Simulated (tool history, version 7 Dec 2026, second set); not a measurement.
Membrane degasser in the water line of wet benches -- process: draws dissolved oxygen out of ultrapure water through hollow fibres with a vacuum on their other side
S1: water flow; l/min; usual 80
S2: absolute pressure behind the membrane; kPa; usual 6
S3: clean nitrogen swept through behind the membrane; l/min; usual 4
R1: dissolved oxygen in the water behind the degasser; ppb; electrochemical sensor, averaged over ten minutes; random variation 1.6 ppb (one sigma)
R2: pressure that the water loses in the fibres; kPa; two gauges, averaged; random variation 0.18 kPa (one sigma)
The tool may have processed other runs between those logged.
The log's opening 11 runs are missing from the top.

run 12 hour=356.9 | S1=80 S2=6 S3=4 | R1=153.7 R2=31.02
run 13 hour=392.1 | S1=80 S2=6 S3=4 | R1=154 R2=31
run 14 hour=418.5 | S1=60 S2=6 S3=4 | R1=102 R2=23.11
run 15 hour=459.1 | S1=60 S2=6 S3=4 | R1=102 R2=23.26
run 16 hour=477.5 | S1=60 S2=6 S3=4 | R1=101.7 R2=22.98
run 17 hour=514.3 | S1=60 S2=6 S3=4 | R1=103.8 R2=23.29
run 18 hour=548.4 | S1=60 S2=6 S3=4 | R1=102.4 R2=23.27
run 19 hour=572 | S1=60 S2=6 S3=4 | R1=101.7 R2=23.05
run 20 hour=610.2 | S1=80 S2=11.87 S3=1.72 | R1=751.1 R2=30.83
run 21 hour=635 | S1=80 S2=11.87 S3=1.72 | R1=761 R2=30.98
run 22 hour=653.6 | S1=53 S2=10.68 S3=4 | R1=230.8 R2=20.6
run 23 hour=681.5 | S1=51 S2=4.24 S3=10.58 | R1=14.2 R2=19.75
run 24 hour=703 | S1=111 S2=6 S3=6.69 | R1=234.4 R2=43.04
run 25 hour=723.2 | S1=111 S2=6 S3=6.69 | R1=231.1 R2=43.13
run 26 hour=746.2 | S1=111 S2=6 S3=6.69 | R1=230.6 R2=42.93
run 27 hour=767.6 | S1=50 S2=6 S3=3.63 | R1=92.3 R2=19.21
run 28 hour=789.2 | S1=50 S2=14.2 S3=4 | R1=314.5 R2=19.12
run 29 hour=810.3 | S1=80 S2=11.86 S3=4 | R1=399.9 R2=31
run 30 hour=847.2 | S1=80 S2=11.86 S3=4 | R1=407.6 R2=30.9
run 31 hour=887.7 | S1=80 S2=11.86 S3=4 | R1=406 R2=30.83
run 32 hour=925.2 | S1=80 S2=3.66 S3=3.66 | R1=55.8 R2=30.98
run 33 hour=945.7 | S1=52 S2=7.95 S3=6.15 | R1=97.6 R2=20.22

Alternative continuations, all from the tool just after run 33; predict every row:
run A hour=972.5 | S1=52 S2=5.09 S3=4.77 | R1=? R2=?
run B hour=972.5 | S1=52 S2=3.63 S3=6.11 | R1=? R2=?
run C hour=972.5 | S1=76 S2=4.8 S3=2.55 | R1=? R2=?

run=A R1=51.5 R2=20.21
run=B R1=11.5 R2=20.24
run=C R1=124.9 R2=29.47
With the hidden condition removed and each run's random variation left untouched, the same runs would have given:
run=A R1=50.3 R2=20.06
run=B R1=10.6 R2=20.09
run=C R1=121.6 R2=29.26

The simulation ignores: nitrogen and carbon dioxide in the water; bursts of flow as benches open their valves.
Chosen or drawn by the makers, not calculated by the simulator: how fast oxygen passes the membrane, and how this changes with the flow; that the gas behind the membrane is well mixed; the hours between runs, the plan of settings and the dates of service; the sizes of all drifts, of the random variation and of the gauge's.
